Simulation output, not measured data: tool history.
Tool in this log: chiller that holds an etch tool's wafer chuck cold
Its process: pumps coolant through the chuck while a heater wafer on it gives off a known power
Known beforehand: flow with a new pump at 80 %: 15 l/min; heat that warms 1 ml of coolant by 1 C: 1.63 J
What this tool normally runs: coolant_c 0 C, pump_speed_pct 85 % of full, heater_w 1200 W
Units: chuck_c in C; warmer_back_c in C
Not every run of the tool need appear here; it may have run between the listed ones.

| run | hour | coolant_c | pump_speed_pct | heater_w | chuck_c | warmer_back_c |
|---|---|---|---|---|---|---|
| 1 | 0 | 0 | 85 | 1200 | 10.9 | 2.74 |
| 2 | 21.7 | 0 | 85 | 1200 | 10.7 | 2.82 |
| 3 | 55.5 | 0 | 85 | 1200 | 10.6 | 2.84 |
| 4 | 79.2 | 5 | 85 | 1200 | 15.7 | 2.83 |
| 5 | 112.8 | -9 | 85 | 1200 | 1.5 | 2.84 |
| 6 | 129.1 | -4 | 85 | 1200 | 6.6 | 2.85 |
| 7 | 154.6 | -4 | 85 | 1200 | 6.9 | 2.82 |
| 8 | 189.6 | 0 | 85 | 726 | 6.2 | 1.74 |
| 9 | 214.6 | -2 | 85 | 1200 | 8.5 | 2.9 |
| 10 | 246.8 | 0 | 85 | 1044 | 9.3 | 2.44 |
| 11 | 278.6 | 0 | 74 | 1044 | 10.4 | 2.8 |
| 12 | 302 | 0 | 86 | 1200 | 10.5 | 2.86 |
| 13 | 335.9 | 0 | 86 | 1200 | 10.6 | 2.76 |
| 14 | 369.4 | 0 | 85 | 1601 | 14.2 | 3.83 |
| 15 | 395.2 | 0 | 85 | 1200 | 10.6 | 2.8 |
| 16 | 416.5 | 0 | 85 | 1200 | 10.8 | 2.88 |
| 17 | 444.9 | 0 | 85 | 1200 | 10.8 | 2.8 |
| 18 | 469.4 | -8 | 76 | 1351 | 5.5 | 3.54 |
| 19 | 499.6 | -8 | 70 | 673 | -0.8 | 1.93 |
| 20 | 521.3 | -8 | 70 | 673 | -1.1 | 1.98 |
| 21 | 558.7 | -8 | 83 | 971 | 0.8 | 2.33 |
| 22 | 579.3 | 6 | 72 | 669 | 13.1 | 1.83 |
| 23 | 600.7 | 6 | 72 | 669 | 13 | 1.9 |
| 24 | 618.8 | -8 | 61 | 1224 | 6.7 | 4.05 |
| 25 | 647.2 | -8 | 61 | 1224 | 6.6 | 4.07 |

Expected results for the next run?
| 26 | 668.5 | 1 | 85 | 663 | ? | ? |

{"run 26": {"chuck_c": 7.2, "warmer_back_c": 1.59}}
Take away the tool's hidden state, keep the run-to-run variation as it was, and the same run would have given chuck_c 6.8 C, warmer_back_c 1.55 C.
